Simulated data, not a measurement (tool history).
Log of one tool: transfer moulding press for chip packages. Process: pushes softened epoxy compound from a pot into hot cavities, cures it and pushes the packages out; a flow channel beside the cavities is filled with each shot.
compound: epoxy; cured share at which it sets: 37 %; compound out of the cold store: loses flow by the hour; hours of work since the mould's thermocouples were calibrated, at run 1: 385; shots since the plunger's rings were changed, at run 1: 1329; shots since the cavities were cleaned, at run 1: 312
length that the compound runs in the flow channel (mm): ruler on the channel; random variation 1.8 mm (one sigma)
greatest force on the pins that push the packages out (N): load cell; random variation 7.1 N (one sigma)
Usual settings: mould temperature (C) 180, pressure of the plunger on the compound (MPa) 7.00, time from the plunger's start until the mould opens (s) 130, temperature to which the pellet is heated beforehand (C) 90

run,hour,mould temperature (C),pressure of the plunger on the compound (MPa),time from the plunger's start until the mould opens (s),temperature to which the pellet is heated beforehand (C),hours of work since the mould's thermocouples were calibrated,shots since the plunger's rings were changed,shots since the cavities were cleaned,incoming compound's hours out of the cold store,length that the compound runs in the flow channel (mm),greatest force on the pins that push the packages out (N)
1,0.0,180,7.00,130,90,385,1329,312,26.8,813,553
# hour 15.0: mould's thermocouples calibrated
# hour 39.2: cavities cleaned with cleaning compound and waxed
2,53.0,180,7.00,130,90,27,1862,148,47.6,748,393
# hour 107.2: cavities cleaned with cleaning compound and waxed
3,111.0,180,7.00,130,90,69,2471,41,9.9,864,357
4,161.4,180,7.00,130,90,107,3013,583,45.9,750,575
# hour 173.7: cavities cleaned with cleaning compound and waxed
5,212.9,180,7.00,130,90,144,3552,422,25.2,808,538
# hour 240.7: cavities cleaned with cleaning compound and waxed
6,261.6,180,7.00,113,90,179,4061,225,30.5,786,592
# hour 305.9: cavities cleaned with cleaning compound and waxed
7,310.6,180,7.00,150,90,215,4573,51,14.5,835,298
8,356.6,180,7.00,130,90,249,5068,546,41.7,751,566
# hour 371.5: cavities cleaned with cleaning compound and waxed
9,398.9,180,7.00,130,90,279,5509,297,20.7,814,502
10,431.5,187,7.00,130,90,304,5859,647,13.9,806,519
# hour 436.0: cavities cleaned with cleaning compound and waxed
# hour 501.7: cavities cleaned with cleaning compound and waxed
11,503.5,187,7.00,130,87,355,6603,20,45.7,709,284
# hour 517.3: plunger's sealing rings changed
12,550.5,187,7.00,130,87,388,357,499,10.0,855,483
# hour 560.5: mould's thermocouples calibrated
# hour 573.7: cavities cleaned with cleaning compound and waxed
13,592.1,180,7.00,130,90,22,767,197,13.2,867,458
# hour 641.2: cavities cleaned with cleaning compound and waxed
14,656.1,174,7.92,145,82,69,1442,162,29.8,890,494
15,691.6,184,7.92,145,98,95,1824,544,12.4,897,476
# hour 706.4: cavities cleaned with cleaning compound and waxed
16,731.3,187,6.01,145,98,124,2235,268,47.3,671,404
# hour 772.6: cavities cleaned with cleaning compound and waxed
17,772.6,187,6.01,145,98,154,2664,0,37.8,693,245
18,808.4,187,6.59,149,98,180,3050,386,22.8,768,424
# hour 839.0: cavities cleaned with cleaning compound and waxed
19,868.9,176,5.57,133,91,224,3685,322,31.9,720,596
# hour 906.7: cavities cleaned with cleaning compound and waxed
20,913.6,176,5.57,133,91,256,4151,75,19.8,754,434
# hour 971.7: cavities cleaned with cleaning compound and waxed
21,975.4,176,5.57,133,91,301,4800,40,45.9,679,393
22,1024.2,176,5.57,133,91,338,5326,566,26.4,732,701
# hour 1037.9: cavities cleaned with cleaning compound and waxed
23,1075.4,176,5.57,133,91,375,5862,405,16.9,759,686
# hour 1105.1: mould's thermocouples calibrated
# hour 1106.6: cavities cleaned with cleaning compound and waxed
24,1128.6,176,5.24,133,97,16,6398,238,22.9,712,586
# hour 1160.1: plunger's sealing rings changed
# hour 1178.4: cavities cleaned with cleaning compound and waxed
25,1188.3,174,7.00,136,92,58,287,106,16.2,889,526
# hour 1243.1: cavities cleaned with cleaning compound and waxed
26,1243.1,180,7.00,130,99,98,862,0,32.7,804,299

Hidden state at the last listed run before each entry between runs and at the first one after, where it differs:
Between runs 1 and 2: mould's thermocouples calibrated (hour 15.0); cavities cleaned with cleaning compound and waxed (hour 39.2)
  true mould temperature over the reading, C: -0.72 -> -0.17; pressure that reaches the compound, % of what is set: 97.57 -> 96.78; grip of the stained cavities, % over clean ones': 74.1 -> 35.3
  measured less the result without the state, length that the compound runs in the flow channel (mm): -7 -> -11; greatest force on the pins that push the packages out (N): +247 -> +104
Between runs 2 and 3: cavities cleaned with cleaning compound and waxed (hour 107.2)
  true mould temperature over the reading, C: -0.17 -> -0.27; pressure that reaches the compound, % of what is set: 96.78 -> 96.02; grip of the stained cavities, % over clean ones': 35.3 -> 15.7
  measured less the result without the state, length that the compound runs in the flow channel (mm): -11 -> -16; greatest force on the pins that push the packages out (N): +104 -> +53
Between runs 4 and 5: cavities cleaned with cleaning compound and waxed (hour 173.7)
  true mould temperature over the reading, C: -0.35 -> -0.43; pressure that reaches the compound, % of what is set: 95.32 -> 94.65; grip of the stained cavities, % over clean ones': 97 -> 81.8
  measured less the result without the state, length that the compound runs in the flow channel (mm): -17 -> -20; greatest force on the pins that push the packages out (N): +287 -> +251
Between runs 5 and 6: cavities cleaned with cleaning compound and waxed (hour 240.7)
  true mould temperature over the reading, C: -0.43 -> -0.52; pressure that reaches the compound, % of what is set: 94.65 -> 93.99; grip of the stained cavities, % over clean ones': 81.8 -> 57.6
  measured less the result without the state, length that the compound runs in the flow channel (mm): -20 -> -22; greatest force on the pins that push the packages out (N): +251 -> +227
Between runs 6 and 7: cavities cleaned with cleaning compound and waxed (hour 305.9)
  true mould temperature over the reading, C: -0.52 -> -0.59; pressure that reaches the compound, % of what is set: 93.99 -> 93.31; grip of the stained cavities, % over clean ones': 57.6 -> 14.5
  measured less the result without the state, length that the compound runs in the flow channel (mm): -22 -> -27; greatest force on the pins that push the packages out (N): +227 -> +42
Between runs 8 and 9: cavities cleaned with cleaning compound and waxed (hour 371.5)
  true mould temperature over the reading, C: -0.67 -> -0.74; pressure that reaches the compound, % of what is set: 92.71 -> 92.2; grip of the stained cavities, % over clean ones': 92.3 -> 66.1
  measured less the result without the state, length that the compound runs in the flow channel (mm): -26 -> -31; greatest force on the pins that push the packages out (N): +283 -> +211
Between runs 10 and 11: cavities cleaned with cleaning compound and waxed (hour 436.0); cavities cleaned with cleaning compound and waxed (hour 501.7)
  true mould temperature over the reading, C: -0.8 -> -0.9; pressure that reaches the compound, % of what is set: 91.82 -> 90.94; grip of the stained cavities, % over clean ones': 100.1 -> 9.4
  measured less the result without the state, length that the compound runs in the flow channel (mm): -32 -> -32; greatest force on the pins that push the packages out (N): +261 -> +26
Between runs 11 and 12: plunger's sealing rings changed (hour 517.3)
  true mould temperature over the reading, C: -0.9 -> -0.97; pressure that reaches the compound, % of what is set: 90.94 -> 99.56; grip of the stained cavities, % over clean ones': 9.4 -> 90.1
  measured less the result without the state, length that the compound runs in the flow channel (mm): -32 -> +2; greatest force on the pins that push the packages out (N): +26 -> +233
Between runs 12 and 13: mould's thermocouples calibrated (hour 560.5); cavities cleaned with cleaning compound and waxed (hour 573.7)
  true mould temperature over the reading, C: -0.97 -> 0.14; pressure that reaches the compound, % of what is set: 99.56 -> 99.06; grip of the stained cavities, % over clean ones': 90.1 -> 52.9
  measured less the result without the state, length that the compound runs in the flow channel (mm): +2 -> -4; greatest force on the pins that push the packages out (N): +233 -> +158
Between runs 13 and 14: cavities cleaned with cleaning compound and waxed (hour 641.2)
  true mould temperature over the reading, C: 0.14 -> 0.03; pressure that reaches the compound, % of what is set: 99.06 -> 98.28; grip of the stained cavities, % over clean ones': 52.9 -> 41.9
  measured less the result without the state, length that the compound runs in the flow channel (mm): -4 -> -8; greatest force on the pins that push the packages out (N): +158 -> +143
Between runs 15 and 16: cavities cleaned with cleaning compound and waxed (hour 706.4)
  true mould temperature over the reading, C: -0.02 -> -0.08; pressure that reaches the compound, % of what is set: 97.77 -> 97.27; grip of the stained cavities, % over clean ones': 90.5 -> 65.4
  measured less the result without the state, length that the compound runs in the flow channel (mm): -10 -> -9; greatest force on the pins that push the packages out (N): +226 -> +162
Between runs 16 and 17: cavities cleaned with cleaning compound and waxed (hour 772.6)
  true mould temperature over the reading, C: -0.08 -> -0.15; pressure that reaches the compound, % of what is set: 97.27 -> 96.71; grip of the stained cavities, % over clean ones': 65.4 -> 0.4
  measured less the result without the state, length that the compound runs in the flow channel (mm): -9 -> -12; greatest force on the pins that push the packages out (N): +162 -> +1
Between runs 18 and 19: cavities cleaned with cleaning compound and waxed (hour 839.0)
  true mould temperature over the reading, C: -0.21 -> -0.31; pressure that reaches the compound, % of what is set: 96.25 -> 95.45; grip of the stained cavities, % over clean ones': 76.1 -> 71.1
  measured less the result without the state, length that the compound runs in the flow channel (mm): -15 -> -15; greatest force on the pins that push the packages out (N): +186 -> +256
Between runs 19 and 20: cavities cleaned with cleaning compound and waxed (hour 906.7)
  true mould temperature over the reading, C: -0.31 -> -0.38; pressure that reaches the compound, % of what is set: 95.45 -> 94.84; grip of the stained cavities, % over clean ones': 71.1 -> 22
  measured less the result without the state, length that the compound runs in the flow channel (mm): -15 -> -19; greatest force on the pins that push the packages out (N): +256 -> +88
Between runs 20 and 21: cavities cleaned with cleaning compound and waxed (hour 971.7)
  true mould temperature over the reading, C: -0.38 -> -0.47; pressure that reaches the compound, % of what is set: 94.84 -> 94.03; grip of the stained cavities, % over clean ones': 22 -> 11.9
  measured less the result without the state, length that the compound runs in the flow channel (mm): -19 -> -19; greatest force on the pins that push the packages out (N): +88 -> +52
Between runs 22 and 23: cavities cleaned with cleaning compound and waxed (hour 1037.9)
  true mould temperature over the reading, C: -0.56 -> -0.64; pressure that reaches the compound, % of what is set: 93.37 -> 92.73; grip of the stained cavities, % over clean ones': 92.5 -> 81.8
  measured less the result without the state, length that the compound runs in the flow channel (mm): -23 -> -26; greatest force on the pins that push the packages out (N): +348 -> +324
Between runs 23 and 24: mould's thermocouples calibrated (hour 1105.1); cavities cleaned with cleaning compound and waxed (hour 1106.6)
  true mould temperature over the reading, C: -0.64 -> -0.26; pressure that reaches the compound, % of what is set: 92.73 -> 92.06; grip of the stained cavities, % over clean ones': 81.8 -> 58.2
  measured less the result without the state, length that the compound runs in the flow channel (mm): -26 -> -29; greatest force on the pins that push the packages out (N): +324 -> +220
Between runs 24 and 25: plunger's sealing rings changed (hour 1160.1); cavities cleaned with cleaning compound and waxed (hour 1178.4)
  true mould temperature over the reading, C: -0.26 -> -0.36; pressure that reaches the compound, % of what is set: 92.06 -> 99.3; grip of the stained cavities, % over clean ones': 58.2 -> 28.5
  measured less the result without the state, length that the compound runs in the flow channel (mm): -29 -> -2; greatest force on the pins that push the packages out (N): +220 -> +129
Between runs 25 and 26: cavities cleaned with cleaning compound and waxed (hour 1243.1)
  true mould temperature over the reading, C: -0.36 -> -0.44; pressure that reaches the compound, % of what is set: 99.3 -> 98.58; grip of the stained cavities, % over clean ones': 28.5 -> 2.4
  measured less the result without the state, length that the compound runs in the flow channel (mm): -2 -> -3; greatest force on the pins that push the packages out (N): +129 -> +12
